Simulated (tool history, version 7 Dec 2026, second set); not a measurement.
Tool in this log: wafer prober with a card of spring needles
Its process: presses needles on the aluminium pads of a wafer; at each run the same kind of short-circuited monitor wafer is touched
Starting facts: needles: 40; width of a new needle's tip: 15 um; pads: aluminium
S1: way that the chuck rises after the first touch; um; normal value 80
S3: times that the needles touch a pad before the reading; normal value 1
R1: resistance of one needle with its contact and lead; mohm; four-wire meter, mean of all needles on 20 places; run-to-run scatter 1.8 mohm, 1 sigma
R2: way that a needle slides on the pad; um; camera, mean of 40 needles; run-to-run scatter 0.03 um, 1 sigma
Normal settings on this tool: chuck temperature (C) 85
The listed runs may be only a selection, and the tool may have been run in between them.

{"run": 1, "hour": 0.0, "S1": 80, "chuck temperature (C)": 85, "S3": 1, "R1": 181, "R2": 16.27}
{"hour": 11.1, "done": "tips cleaned on abrasive film"}
{"run": 2, "hour": 22.7, "S1": 67, "chuck temperature (C)": 85, "S3": 1, "R1": 185, "R2": 13.65}
{"hour": 25.7, "done": "tips cleaned on abrasive film"}
{"hour": 41.2, "done": "tips cleaned on abrasive film"}
{"hour": 56.5, "done": "tips cleaned on abrasive film"}
{"run": 3, "hour": 56.8, "S1": 80, "chuck temperature (C)": 63, "S3": 1, "R1": 176, "R2": 16.28}
{"hour": 70.8, "done": "tips cleaned on abrasive film"}
{"run": 4, "hour": 82.4, "S1": 80, "chuck temperature (C)": 74, "S3": 1, "R1": 180, "R2": 16.26}
{"hour": 84.1, "done": "tips cleaned on abrasive film"}
{"hour": 97.6, "done": "tips cleaned on abrasive film"}
{"run": 5, "hour": 102.2, "S1": 80, "chuck temperature (C)": 74, "S3": 1, "R1": 180, "R2": 16.3}
{"hour": 111.4, "done": "tips cleaned on abrasive film"}
{"hour": 125.8, "done": "tips cleaned on abrasive film"}
{"hour": 139.2, "done": "tips cleaned on abrasive film"}
{"run": 6, "hour": 141.0, "S1": 80, "chuck temperature (C)": 74, "S3": 1, "R1": 180, "R2": 16.3}
{"hour": 153.1, "done": "tips cleaned on abrasive film"}
{"hour": 168.7, "done": "tips cleaned on abrasive film"}
{"run": 7, "hour": 175.2, "S1": 80, "chuck temperature (C)": 74, "S3": 1, "R1": 180, "R2": 16.31}
{"hour": 181.9, "done": "tips cleaned on abrasive film"}
{"hour": 195.8, "done": "tips cleaned on abrasive film"}
{"run": 8, "hour": 201.0, "S1": 80, "chuck temperature (C)": 74, "S3": 1, "R1": 177, "R2": 16.31}
{"hour": 211.0, "done": "tips cleaned on abrasive film"}
{"hour": 216.2, "done": "height of the first contact set anew"}
{"hour": 226.2, "done": "tips cleaned on abrasive film"}
{"run": 9, "hour": 231.7, "S1": 80, "chuck temperature (C)": 43, "S3": 1, "R1": 171, "R2": 16.21}
{"hour": 240.7, "done": "tips cleaned on abrasive film"}
{"hour": 255.2, "done": "tips cleaned on abrasive film"}
{"run": 10, "hour": 262.2, "S1": 80, "chuck temperature (C)": 43, "S3": 1, "R1": 172, "R2": 16.34}
{"hour": 269.6, "done": "tips cleaned on abrasive film"}
{"run": 11, "hour": 280.9, "S1": 80, "chuck temperature (C)": 43, "S3": 1, "R1": 171, "R2": 16.33}
{"hour": 283.4, "done": "tips cleaned on abrasive film"}
{"hour": 297.1, "done": "tips cleaned on abrasive film"}
{"hour": 311.2, "done": "tips cleaned on abrasive film"}
{"run": 12, "hour": 313.7, "S1": 80, "chuck temperature (C)": 37, "S3": 1, "R1": 171, "R2": 16.29}
{"hour": 327.0, "done": "tips cleaned on abrasive film"}
{"hour": 340.8, "done": "tips cleaned on abrasive film"}
{"run": 13, "hour": 341.3, "S1": 80, "chuck temperature (C)": 46, "S3": 1, "R1": 172, "R2": 16.3}
{"hour": 354.4, "done": "tips cleaned on abrasive film"}
{"hour": 368.1, "done": "tips cleaned on abrasive film"}
{"run": 14, "hour": 370.3, "S1": 80, "chuck temperature (C)": 46, "S3": 1, "R1": 173, "R2": 16.29}
{"hour": 383.6, "done": "tips cleaned on abrasive film"}
{"hour": 396.8, "done": "tips cleaned on abrasive film"}
{"run": 15, "hour": 409.1, "S1": 80, "chuck temperature (C)": 85, "S3": 1, "R1": 182, "R2": 16.29}
{"hour": 412.0, "done": "tips cleaned on abrasive film"}
{"hour": 427.9, "done": "tips cleaned on abrasive film"}
{"hour": 441.7, "done": "tips cleaned on abrasive film"}
{"run": 16, "hour": 444.1, "S1": 80, "chuck temperature (C)": 85, "S3": 1, "R1": 182, "R2": 16.29}
{"hour": 456.0, "done": "tips cleaned on abrasive film"}
{"hour": 469.8, "done": "tips cleaned on abrasive film"}
{"run": 17, "hour": 470.5, "S1": 63, "chuck temperature (C)": 50, "S3": 1, "R1": 178, "R2": 12.79}
{"hour": 483.1, "done": "tips cleaned on abrasive film"}
{"hour": 498.1, "done": "tips cleaned on abrasive film"}
{"run": 18, "hour": 509.7, "S1": 96, "chuck temperature (C)": 46, "S3": 2, "R1": 172, "R2": 19.51}
{"hour": 511.8, "done": "tips cleaned on abrasive film"}
{"hour": 526.0, "done": "tips cleaned on abrasive film"}
{"hour": 539.3, "done": "tips cleaned on abrasive film"}
{"run": 19, "hour": 546.6, "S1": 91, "chuck temperature (C)": 33, "S3": 3, "R1": 168, "R2": 18.56}
{"hour": 553.6, "done": "tips cleaned on abrasive film"}
{"hour": 567.8, "done": "tips cleaned on abrasive film"}
{"hour": 576.4, "done": "height of the first contact set anew"}
{"run": 20, "hour": 578.5, "S1": 91, "chuck temperature (C)": 33, "S3": 3, "R1": 169, "R2": 18.56}
{"hour": 581.8, "done": "tips cleaned on abrasive film"}
{"hour": 596.8, "done": "tips cleaned on abrasive film"}
{"hour": 610.8, "done": "tips cleaned on abrasive film"}
{"run": 21, "hour": 611.8, "S1": 76, "chuck temperature (C)": 30, "S3": 2, "R1": 171, "R2": 15.53}
{"hour": 625.1, "done": "tips cleaned on abrasive film"}
{"hour": 638.3, "done": "tips cleaned on abrasive film"}
{"run": 22, "hour": 642.8, "S1": 87, "chuck temperature (C)": 82, "S3": 2, "R1": 176, "R2": 17.76}
{"hour": 654.0, "done": "tips cleaned on abrasive film"}
{"hour": 667.1, "done": "tips cleaned on abrasive film"}
{"run": 23, "hour": 675.3, "S1": 74, "chuck temperature (C)": 63, "S3": 1, "R1": 178, "R2": 15.08}
{"hour": 682.6, "done": "tips cleaned on abrasive film"}
{"hour": 697.5, "done": "tips cleaned on abrasive film"}
{"run": 24, "hour": 697.5, "S1": 84, "chuck temperature (C)": 63, "S3": 2, "R1": 178, "R2": 17.13}
{"hour": 711.0, "done": "tips cleaned on abrasive film"}
{"run": 25, "hour": 723.1, "S1": 84, "chuck temperature (C)": 63, "S3": 2, "R1": 178, "R2": 17.18}
{"hour": 726.4, "done": "tips cleaned on abrasive film"}
{"hour": 739.5, "done": "tips cleaned on abrasive film"}
{"hour": 754.2, "done": "tips cleaned on abrasive film"}
{"run": 26, "hour": 761.2, "S1": 79, "chuck temperature (C)": 27, "S3": 1, "R1": 170, "R2": 16.08}
{"hour": 769.3, "done": "tips cleaned on abrasive film"}
{"hour": 785.0, "done": "tips cleaned on abrasive film"}
{"run": 27, "hour": 788.3, "S1": 80, "chuck temperature (C)": 58, "S3": 1, "R1": 174, "R2": 16.31}
{"hour": 799.6, "done": "tips cleaned on abrasive film"}
{"hour": 813.6, "done": "tips cleaned on abrasive film"}
{"run": 28, "hour": 822.7, "S1": 80, "chuck temperature (C)": 58, "S3": 1, "R1": 174, "R2": 16.28}
{"hour": 829.3, "done": "tips cleaned on abrasive film"}
{"run": 29, "hour": 839.7, "S1": 80, "chuck temperature (C)": 58, "S3": 1, "R1": 176, "R2": 16.38}
{"hour": 844.7, "done": "tips cleaned on abrasive film"}
{"hour": 857.7, "done": "tips cleaned on abrasive film"}
{"run": 30, "hour": 857.7, "S1": 80, "chuck temperature (C)": 85, "S3": 2, "R1": 182, "R2": 16.36}

Forecast each of these 4 alternatives for the next run:
{"hour": 871.2, "done": "tips cleaned on abrasive film"}
{"run": "A", "hour": 884.0, "S1": 81, "chuck temperature (C)": 82, "S3": 2, "R1": "?", "R2": "?"}
{"hour": 871.2, "done": "tips cleaned on abrasive film"}
{"run": "B", "hour": 884.0, "S1": 80, "chuck temperature (C)": 26, "S3": 1, "R1": "?", "R2": "?"}
{"hour": 871.2, "done": "tips cleaned on abrasive film"}
{"run": "C", "hour": 884.0, "S1": 97, "chuck temperature (C)": 31, "S3": 2, "R1": "?", "R2": "?"}
{"hour": 871.2, "done": "tips cleaned on abrasive film"}
{"run": "D", "hour": 884.0, "S1": 85, "chuck temperature (C)": 85, "S3": 1, "R1": "?", "R2": "?"}

run=A R1=180 R2=16.48
run=B R1=173 R2=16.35
run=C R1=164 R2=19.72
run=D R1=183 R2=17.28
With the hidden condition removed and each run's random variation left untouched, the same runs would have given:
run=A R1=180 R2=16.48
run=B R1=173 R2=16.35
run=C R1=164 R2=19.72
run=D R1=183 R2=17.29

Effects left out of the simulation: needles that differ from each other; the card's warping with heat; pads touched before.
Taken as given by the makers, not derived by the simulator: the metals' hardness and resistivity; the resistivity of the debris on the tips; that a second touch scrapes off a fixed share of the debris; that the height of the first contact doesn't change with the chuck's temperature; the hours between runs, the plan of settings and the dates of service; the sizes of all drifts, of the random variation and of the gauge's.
